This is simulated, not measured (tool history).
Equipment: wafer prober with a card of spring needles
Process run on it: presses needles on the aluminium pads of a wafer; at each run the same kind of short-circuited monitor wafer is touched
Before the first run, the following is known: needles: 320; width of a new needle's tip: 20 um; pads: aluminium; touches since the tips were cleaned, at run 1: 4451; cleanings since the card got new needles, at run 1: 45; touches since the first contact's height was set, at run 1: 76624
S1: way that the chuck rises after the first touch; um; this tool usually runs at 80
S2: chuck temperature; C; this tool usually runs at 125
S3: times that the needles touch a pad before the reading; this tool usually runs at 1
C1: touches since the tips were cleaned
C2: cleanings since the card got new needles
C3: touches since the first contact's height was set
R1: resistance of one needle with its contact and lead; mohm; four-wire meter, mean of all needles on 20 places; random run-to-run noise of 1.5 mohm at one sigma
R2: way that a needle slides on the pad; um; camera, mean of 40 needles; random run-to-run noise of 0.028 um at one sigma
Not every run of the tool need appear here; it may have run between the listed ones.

run     day  S1   S2  S3    C1  C2      C3   R1     R2
  1   0.000  80  125   1  4451  45   76624  136  13.31
      0.071  -- tips cleaned on abrasive film
      0.558  -- tips cleaned on abrasive film
      1.004  -- tips cleaned on abrasive film
  2   1.004  80  125   1     0  48   88463  135  13.32
      1.454  -- tips cleaned on abrasive film
      1.942  -- tips cleaned on abrasive film
  3   1.979  80  125   1   475  50  100049  136  13.28
      2.050  -- height of the first contact set anew
      2.392  -- tips cleaned on abrasive film
  4   2.504  80  125   2  1351  51    5408  137  13.21
      2.904  -- tips cleaned on abrasive film
      3.400  -- tips cleaned on abrasive film
  5   3.525  80  125   2  1519  53   17504  137  13.27
      3.896  -- tips cleaned on abrasive film
  6   4.321  80  125   2  5036  54   26925  137  13.19
      4.367  -- tips cleaned on abrasive film
  7   4.754  80  125   1  4623  55   32058  136  13.23
      4.850  -- tips cleaned on abrasive film
      5.321  -- tips cleaned on abrasive film
      5.779  -- tips cleaned on abrasive film
  8   5.779  80  125   1     0  58   44185  136  13.20
      6.229  -- tips cleaned on abrasive film
  9   6.558  80  125   1  3907  59   53416  136  13.18
      6.717  -- tips cleaned on abrasive film
      7.192  -- tips cleaned on abrasive film
 10   7.554  80  125   1  4331  61   65253  139  13.24
      7.633  -- tips cleaned on abrasive film
      8.075  -- tips cleaned on abrasive film
 11   8.412  80  125   2  3987  63   75371  136  13.13
      8.579  -- tips cleaned on abrasive film
 12   8.975  80  125   2  4701  64   82052  135  13.12
      9.042  -- tips cleaned on abrasive film
      9.538  -- tips cleaned on abrasive film
 13   9.762  80  125   2  2701  66   91396  133  13.12
      9.979  -- tips cleaned on abrasive film
     10.475  -- tips cleaned on abrasive film
 14  10.475  66  113   3     0  68   99776  138  10.80
     10.575  -- height of the first contact set anew
     10.950  -- tips cleaned on abrasive film
     11.388  -- tips cleaned on abrasive film
 15  11.388  66  113   3     0  70    9598  138  10.77
     11.867  -- tips cleaned on abrasive film
 16  12.100  97   52   2  2815  71   18073  121  15.87
     12.329  -- tips cleaned on abrasive film
 17  12.612  69   52   2  3388  72   24117  127  11.27
     12.812  -- tips cleaned on abrasive film
     13.321  -- tips cleaned on abrasive film
 18  13.350  68   79   1   383  74   32862  133  11.06
     13.792  -- tips cleaned on abrasive film
 19  14.033  72  125   2  2920  75   40981  141  11.71
     14.275  -- tips cleaned on abrasive film
     14.779  -- tips cleaned on abrasive film
     14.983  -- gauge calibrated
 20  15.067  72  125   3  3428  77   53230  139  11.98
     15.238  -- tips cleaned on abrasive film
     15.675  -- tips cleaned on abrasive film
 21  15.879  67   62   1  2402  79   62809  132  11.14
     16.125  -- tips cleaned on abrasive film
     16.600  -- tips cleaned on abrasive film
 22  16.779  67   62   1  2159  81   73474  131  11.12
     17.062  -- tips cleaned on abrasive film
     17.529  -- tips cleaned on abrasive film
 23  17.738  67   62   1  2487  83   84841  130  11.09
     18.025  -- tips cleaned on abrasive film
 24  18.233  86   65   1  2482  84   90715  127  14.29

Consider 3 possible next runs. They are alternatives, not a sequence: every one starts from the tool as it was left by run 24. What does each give?
     18.496  -- tips cleaned on abrasive film
  A  18.829  80   41   2  3970  85  97759   ?   ?
     18.496  -- tips cleaned on abrasive film
  B  18.829  86   34   1  3970  85  97759   ?   ?
     18.496  -- tips cleaned on abrasive film
  C  18.829  79  102   1  3970  85  97759   ?   ?

run   R1     R2
  A  121  13.24
  B  122  14.23
  C  131  13.07
Without the tool's hidden state the same runs would have given:
run   R1     R2
  A  121  13.33
  B  122  14.32
  C  131  13.15

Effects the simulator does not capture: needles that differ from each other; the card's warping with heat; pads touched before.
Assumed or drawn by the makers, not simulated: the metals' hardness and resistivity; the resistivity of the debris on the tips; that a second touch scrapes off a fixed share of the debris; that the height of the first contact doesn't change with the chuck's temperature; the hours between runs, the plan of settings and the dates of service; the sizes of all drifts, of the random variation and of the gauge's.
